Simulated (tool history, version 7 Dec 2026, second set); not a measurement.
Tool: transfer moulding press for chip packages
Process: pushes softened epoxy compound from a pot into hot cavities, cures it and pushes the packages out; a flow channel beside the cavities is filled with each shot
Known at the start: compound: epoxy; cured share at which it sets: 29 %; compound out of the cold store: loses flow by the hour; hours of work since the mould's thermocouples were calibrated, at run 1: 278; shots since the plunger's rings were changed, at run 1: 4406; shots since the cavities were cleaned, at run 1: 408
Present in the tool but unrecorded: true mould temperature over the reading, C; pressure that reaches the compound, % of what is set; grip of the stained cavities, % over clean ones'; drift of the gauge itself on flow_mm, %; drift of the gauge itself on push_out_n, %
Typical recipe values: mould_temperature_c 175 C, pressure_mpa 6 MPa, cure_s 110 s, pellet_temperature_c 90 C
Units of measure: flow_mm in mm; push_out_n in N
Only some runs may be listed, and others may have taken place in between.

run,day,mould_temperature_c,pressure_mpa,cure_s,pellet_temperature_c,hours of work since the mould's thermocouples were calibrated,shots since the plunger's rings were changed,shots since the cavities were cleaned,incoming compound's hours out of the cold store,flow_mm,push_out_n
1,0,175,6,110,90,278,4406,408,22.7,661,862
2,0.508,175,7.18,110,90,284,4510,512,33.4,712,821
# day 0.658: cavities cleaned with cleaning compound and waxed
3,0.883,175,7.18,110,90,288,4574,46,31,720,548
4,1.312,175,7.18,110,90,293,4662,134,21.1,734,643
5,1.742,175,6,110,88,298,4750,222,13.8,679,706
6,2.283,175,6,110,88,305,4861,333,44.8,627,808
7,2.675,175,6,110,88,309,4941,413,20.2,677,837
8,3.067,175,6,110,90,314,5021,493,25.7,671,873
# day 3.346: cavities cleaned with cleaning compound and waxed
# day 3.479: mould's thermocouples calibrated
9,3.775,175,6,108,90,4,5135,70,43.7,632,626
10,4.079,175,6,110,90,7,5198,133,28.7,655,667

Run 11 has not been measured yet. What should we expect?
11,4.342,175,6,110,90,10,5251,186,33.1,?,?

Run 11 yielded flow_mm 649 mm, push_out_n 709 N.
Without the tool's hidden state the same run would have given flow_mm 694 mm, push_out_n 492 N.
